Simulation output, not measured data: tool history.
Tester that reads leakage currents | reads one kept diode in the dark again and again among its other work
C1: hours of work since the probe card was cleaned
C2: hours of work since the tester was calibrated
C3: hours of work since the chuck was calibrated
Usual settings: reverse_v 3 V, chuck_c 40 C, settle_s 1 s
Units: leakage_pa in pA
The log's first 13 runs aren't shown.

{"run": 14, "hour": 286.4, "reverse_v": 3, "chuck_c": 23, "settle_s": 1, "C1": 1376, "C2": 807, "C3": 1939, "leakage_pa": 92.67}
{"run": 15, "hour": 310.5, "reverse_v": 3, "chuck_c": 23, "settle_s": 1, "C1": 1393, "C2": 824, "C3": 1957, "leakage_pa": 91.52}
{"run": 16, "hour": 342.1, "reverse_v": 3, "chuck_c": 23, "settle_s": 1, "C1": 1416, "C2": 847, "C3": 1980, "leakage_pa": 91.76}
{"hour": 346.7, "done": "tester calibrated"}
{"run": 17, "hour": 359.0, "reverse_v": 3, "chuck_c": 23, "settle_s": 1, "C1": 1427, "C2": 9, "C3": 1990, "leakage_pa": 91.55}
{"run": 18, "hour": 379.5, "reverse_v": 3, "chuck_c": 23, "settle_s": 1, "C1": 1442, "C2": 24, "C3": 2005, "leakage_pa": 91.47}
{"run": 19, "hour": 400.7, "reverse_v": 3, "chuck_c": 23, "settle_s": 1, "C1": 1457, "C2": 39, "C3": 2021, "leakage_pa": 91.24}
{"run": 20, "hour": 426.0, "reverse_v": 6.56, "chuck_c": 55, "settle_s": 0.97, "C1": 1475, "C2": 57, "C3": 2039, "leakage_pa": 2069.13}
{"hour": 442.8, "done": "chuck's temperature calibrated"}
{"run": 21, "hour": 442.8, "reverse_v": 10.76, "chuck_c": 38, "settle_s": 1, "C1": 1486, "C2": 68, "C3": 0, "leakage_pa": 673.93}
{"run": 22, "hour": 473.6, "reverse_v": 10.76, "chuck_c": 38, "settle_s": 1, "C1": 1508, "C2": 90, "C3": 22, "leakage_pa": 672.02}
{"run": 23, "hour": 505.7, "reverse_v": 1.27, "chuck_c": 47, "settle_s": 1, "C1": 1531, "C2": 113, "C3": 45, "leakage_pa": 736.63}
{"run": 24, "hour": 522.3, "reverse_v": 1.62, "chuck_c": 40, "settle_s": 1, "C1": 1543, "C2": 125, "C3": 57, "leakage_pa": 438.32}
{"hour": 534.4, "done": "tester calibrated, once more"}
{"run": 25, "hour": 555.1, "reverse_v": 1.62, "chuck_c": 40, "settle_s": 1, "C1": 1566, "C2": 15, "C3": 80, "leakage_pa": 430.23}
{"run": 26, "hour": 575.1, "reverse_v": 1.48, "chuck_c": 26, "settle_s": 4.06, "C1": 1580, "C2": 29, "C3": 94, "leakage_pa": 115.1}
{"run": 27, "hour": 601.0, "reverse_v": 1.48, "chuck_c": 26, "settle_s": 4.06, "C1": 1599, "C2": 48, "C3": 113, "leakage_pa": 114.76}
{"run": 28, "hour": 624.8, "reverse_v": 1.48, "chuck_c": 26, "settle_s": 4.06, "C1": 1616, "C2": 65, "C3": 130, "leakage_pa": 114.96}
{"run": 29, "hour": 654.7, "reverse_v": 1.48, "chuck_c": 26, "settle_s": 4.06, "C1": 1638, "C2": 87, "C3": 152, "leakage_pa": 114.5}
{"run": 30, "hour": 673.6, "reverse_v": 1.48, "chuck_c": 26, "settle_s": 4.06, "C1": 1651, "C2": 101, "C3": 165, "leakage_pa": 113.96}
{"run": 31, "hour": 701.1, "reverse_v": 1.48, "chuck_c": 26, "settle_s": 4.06, "C1": 1671, "C2": 120, "C3": 185, "leakage_pa": 114.59}

Forecast run 32:
{"run": 32, "hour": 727.1, "reverse_v": 3, "chuck_c": 24, "settle_s": 3.09, "C1": 1690, "C2": 139, "C3": 204, "leakage_pa": "?"}

leakage_pa: 117.89 pA
Without the tool's hidden state the same run would have given leakage_pa 117.48 pA.
